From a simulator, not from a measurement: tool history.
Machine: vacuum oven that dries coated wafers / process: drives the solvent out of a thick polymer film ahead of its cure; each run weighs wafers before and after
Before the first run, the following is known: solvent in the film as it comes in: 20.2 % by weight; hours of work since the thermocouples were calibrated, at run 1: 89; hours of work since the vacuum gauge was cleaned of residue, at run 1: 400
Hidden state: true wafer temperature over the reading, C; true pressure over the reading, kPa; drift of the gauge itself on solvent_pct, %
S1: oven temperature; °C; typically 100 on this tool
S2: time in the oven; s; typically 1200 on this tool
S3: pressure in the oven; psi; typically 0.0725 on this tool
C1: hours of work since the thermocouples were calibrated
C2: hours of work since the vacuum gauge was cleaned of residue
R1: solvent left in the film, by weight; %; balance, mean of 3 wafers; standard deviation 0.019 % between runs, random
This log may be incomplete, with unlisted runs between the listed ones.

run,hour,S1,S2,S3,C1,C2,R1
1,0,100,1200,0.0725,89,400,2.44
2,28.8,100,1200,0.1417,101,413,2.63
3,47.6,100,1200,0.0725,110,421,2.43
4,70,100,1200,0.0725,120,431,2.45
5,101.8,100,1200,0.0725,134,445,2.49
6,128.3,100,1380,0.0725,145,456,1.91
7,165,100,1200,0.104,161,472,2.57
8,185.7,100,1200,0.104,170,482,2.6
9,216,100,1200,0.0725,184,495,2.49
10,252.4,100,1200,0.0725,200,511,2.52
11,278.6,100,1200,0.0673,211,522,2.48
12,295.6,100,840,0.0725,219,530,4.34
13,329.5,100,1200,0.0725,233,545,2.54
14,361,100,1200,0.0725,247,559,2.55
15,387.4,100,1200,0.0392,259,570,2.43
16,404.7,100,1200,0.0392,266,578,2.46
17,419.9,100,1200,0.0725,273,584,2.56
18,437.7,100,1200,0.0725,281,592,2.54
19,474.3,100,1200,0.0725,297,608,2.56
20,510.5,100,1200,0.0725,313,624,2.56
21,534.8,113,1200,0.0725,324,635,0.52
22,562.3,112,1200,0.0725,336,647,0.61
23,581.6,112,1200,0.0725,344,655,0.61
24,617.4,112,1200,0.0725,360,671,0.62
25,634.5,112,1200,0.0725,367,679,0.63
26,656.8,106,1260,0.1133,377,688,1.35
27,684.3,106,1260,0.1133,389,700,1.32
28,714.9,106,1260,0.1133,403,714,1.3
29,740.9,101,1680,0.0727,414,725,1.23
30,769.6,101,1680,0.0727,427,738,1.21
# hour 775.1: oven's thermocouples calibrated
31,799.1,113,600,0.0725,11,750,2.58
32,826.5,113,1020,0.0725,23,762,0.85
33,855,113,1020,0.0725,35,775,0.86
34,871.2,100,900,0.0657,42,782,4.1
35,889.4,101,1860,0.2241,50,790,1.5
36,922.4,101,1860,0.2241,65,804,1.52
# hour 937.6: oven's thermocouples calibrated, once more
37,942.9,101,780,0.2241,2,812,4.91
38,963.8,100,1200,0.1443,12,821,2.82
39,979.3,100,1260,0.1184,18,828,2.55
40,1013.2,100,1260,0.1184,33,843,2.51
41,1032,95,660,0.1423,41,851,7.71
42,1058.3,103,1200,0.2051,53,863,2.33
43,1078.9,103,1200,0.2051,62,872,2.31
44,1099.2,87,1080,0.0725,71,881,7.39
45,1132.8,87,1080,0.0725,86,896,7.43
46,1165.6,95,1800,0.1146,100,910,2.34
47,1187.8,86,1740,0.0725,110,920,5.03

Describe how what the log doesn't record of the tool's condition differs between the last listed run preceding each entry between runs and the first listed run following it.
Between runs 30 and 31: oven's thermocouples calibrated (hour 775.1)
  true wafer temperature over the reading, C: -0.31 -> -0.44; true pressure over the reading, kPa: 0.123 -> 0.125
  measured less the result without the state, R1: +0.1 -> +0.14 %
Between runs 36 and 37: oven's thermocouples calibrated, once more (hour 937.6)
  true wafer temperature over the reading, C: -0.54 -> -0.1; true pressure over the reading, kPa: 0.134 -> 0.135
  measured less the result without the state, R1: +0.14 -> +0.08 %
